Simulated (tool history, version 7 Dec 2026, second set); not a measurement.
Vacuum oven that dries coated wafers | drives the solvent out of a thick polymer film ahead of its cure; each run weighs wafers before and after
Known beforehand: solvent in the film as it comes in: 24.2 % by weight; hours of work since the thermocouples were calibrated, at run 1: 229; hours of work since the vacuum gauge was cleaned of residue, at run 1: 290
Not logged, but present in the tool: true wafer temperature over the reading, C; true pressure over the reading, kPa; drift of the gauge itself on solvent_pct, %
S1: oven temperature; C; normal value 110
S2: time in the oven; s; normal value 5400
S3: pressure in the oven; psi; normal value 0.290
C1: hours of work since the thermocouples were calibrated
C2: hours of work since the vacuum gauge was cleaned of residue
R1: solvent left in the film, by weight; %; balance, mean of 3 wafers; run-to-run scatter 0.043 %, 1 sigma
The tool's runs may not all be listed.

run,hour,S1,S2,S3,C1,C2,R1
1,0.0,110,5400,0.290,229,290,4.61
2,15.1,110,5400,0.290,239,300,4.74
3,22.1,110,5400,0.290,244,305,4.63
4,37.5,110,5340,0.290,254,315,4.73
5,44.9,110,5340,0.290,258,319,4.76
6,57.2,110,5400,0.290,266,327,4.65
7,67.1,110,5400,0.290,273,334,4.60
8,74.3,110,5400,0.290,278,338,4.60
9,85.7,106,5400,0.290,285,346,6.09
10,92.5,110,5400,0.290,289,350,4.66
11,107.8,110,7800,0.290,299,360,3.11
12,121.9,106,7800,0.290,308,369,4.10
13,137.4,110,5400,0.661,318,379,6.72
14,147.3,110,5400,0.661,325,386,6.75
15,157.4,110,5400,0.661,331,392,6.64
16,164.1,110,5400,0.661,336,397,6.80
17,175.8,110,5400,0.290,343,404,4.67
18,188.8,110,5400,0.290,352,413,4.77
19,196.7,112,6600,0.155,357,418,2.52
20,212.2,108,3420,0.886,367,428,11.14
21,225.2,125,3120,0.157,375,436,2.85
22,237.7,125,3120,0.157,383,444,2.85
23,246.3,121,7680,0.160,389,450,0.97
24,253.7,121,7680,0.160,394,455,0.98
25,261.3,112,5400,0.290,399,460,4.16
26,275.0,113,5640,0.290,408,469,3.73
27,290.1,107,6180,0.395,417,478,5.73
28,303.1,110,9120,0.290,426,487,2.71
29,312.8,102,6240,0.226,432,493,6.38
30,323.7,101,7320,0.631,439,500,8.64
31,331.7,110,3240,0.677,444,505,9.70
32,339.3,110,3240,0.677,449,510,9.67
33,353.9,110,3240,0.677,459,520,9.65
34,364.7,110,3240,0.677,466,527,9.77
35,371.7,113,7080,0.792,470,531,5.53
36,386.8,110,4320,0.408,480,541,6.75

Here are 3 independent what-if runs from the current tool condition. What would each one return?
A,396.9,110,6720,0.928,487,548,?
B,396.9,104,6420,0.645,487,548,?
C,396.9,121,7020,0.408,487,548,?

run,R1
A,7.38
B,8.19
C,2.16
With no hidden state in the tool, these same runs would have given:
run,R1
A,6.76
B,7.47
C,1.93
